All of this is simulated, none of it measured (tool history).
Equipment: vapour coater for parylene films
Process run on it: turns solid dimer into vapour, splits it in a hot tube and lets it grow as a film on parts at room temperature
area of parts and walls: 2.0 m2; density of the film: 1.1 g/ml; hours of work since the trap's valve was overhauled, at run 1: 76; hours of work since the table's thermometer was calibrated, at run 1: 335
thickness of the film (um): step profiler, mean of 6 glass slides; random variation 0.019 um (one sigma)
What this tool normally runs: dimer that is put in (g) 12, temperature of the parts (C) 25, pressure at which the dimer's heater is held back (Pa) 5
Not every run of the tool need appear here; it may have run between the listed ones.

run,hour,dimer that is put in (g),temperature of the parts (C),pressure at which the dimer's heater is held back (Pa),hours of work since the trap's valve was overhauled,hours of work since the table's thermometer was calibrated,thickness of the film (um)
1,0,12,25,5,76,335,2.83
2,21.6,12,25,5,91,350,2.84
3,36.2,12,25,5,101,360,2.85
4,71.1,12,25,5,125,384,2.85
5,94.6,12,25,5,141,400,2.8
6,120.3,12,25,5,159,417,2.81
7,142.6,12,25,5,174,433,2.77
8,171.2,12,25,5,194,452,2.77
9,195.8,12,24,5,210,469,2.84
10,227.5,12,35,5,232,491,2.13
11,244.9,12,25,5,244,503,2.78
12,262.5,12,25,6.52,256,515,2.62
13,295.8,12,25,10.94,279,537,2.33
14,317.3,12,25,10.94,294,552,2.34
15,346.8,12,25,4.73,314,572,2.73
# hour 359.9: trap's valve overhauled
16,384.3,12,25,4.73,17,595,2.88
17,404.2,12,25,4.73,30,609,2.9
18,420.4,12,25,4.73,41,620,2.87
19,455.8,12,25,2.55,66,644,3.22
20,483.9,12,25,2.55,85,663,3.19
21,509.1,17,25,5,102,681,4.01
22,530.2,17,25,5,117,695,3.94
23,545.2,17,25,2.53,127,705,4.49
24,566.4,17,25,2.53,141,720,4.52
25,591.4,12,17,5,158,737,3.33
26,611.6,18,27,5,172,751,3.96
27,642.6,6,37,5,193,772,1.04
28,676.7,6,37,5,217,795,1.04
29,698.1,6,31,3.97,231,810,1.22
30,716.1,12,36,2.44,244,822,2.39
31,750.4,19,24,5,267,846,4.38
32,766.5,19,24,6.34,278,857,4.16
33,784.8,7,31,10.25,291,869,1.22
34,813.1,9,25,2.92,310,889,2.23
# hour 831.9: trap's valve overhauled
35,844.7,12,23,3.01,9,908,3.28
36,869.3,7,21,2.21,26,924,2.12
37,895.9,7,21,2.21,44,943,2.16
38,913.2,12,25,3.92,56,954,2.98
39,947.2,6,25,2.4,79,978,1.65
40,966,10,25,2.4,92,991,2.68
41,984.8,5,25,9.27,105,1003,1.05
42,999.9,5,25,9.27,115,1014,1.04
43,1029.2,5,25,9.27,135,1034,1.04
44,1050.4,12,24,5.97,149,1048,2.74
45,1077,5,21,7.92,168,1067,1.18
46,1106.6,20,29,3.94,188,1087,4.39
47,1138.6,14,27,5.78,210,1109,2.97

What would each run have given without the hidden state, its run-to-run variation left as it was?
Hidden conditions of the tool in this case: vapour lost through the trap's worn valve, %; true temperature of the parts over the reading, C; drift of the gauge itself on film_um, %.
run,thickness of the film (um)
1,2.87
2,2.89
3,2.9
4,2.92
5,2.88
6,2.9
7,2.87
8,2.88
9,2.96
10,2.23
11,2.92
12,2.76
13,2.47
14,2.49
15,2.91
16,2.9
17,2.93
18,2.91
19,3.29
20,3.26
21,4.12
22,4.06
23,4.63
24,4.68
25,3.46
26,4.13
27,1.09
28,1.09
29,1.29
30,2.53
31,4.66
32,4.44
33,1.3
34,2.4
35,3.3
36,2.14
37,2.19
38,3.03
39,1.68
40,2.75
41,1.08
42,1.07
43,1.07
44,2.84
45,1.23
46,4.6
47,3.12
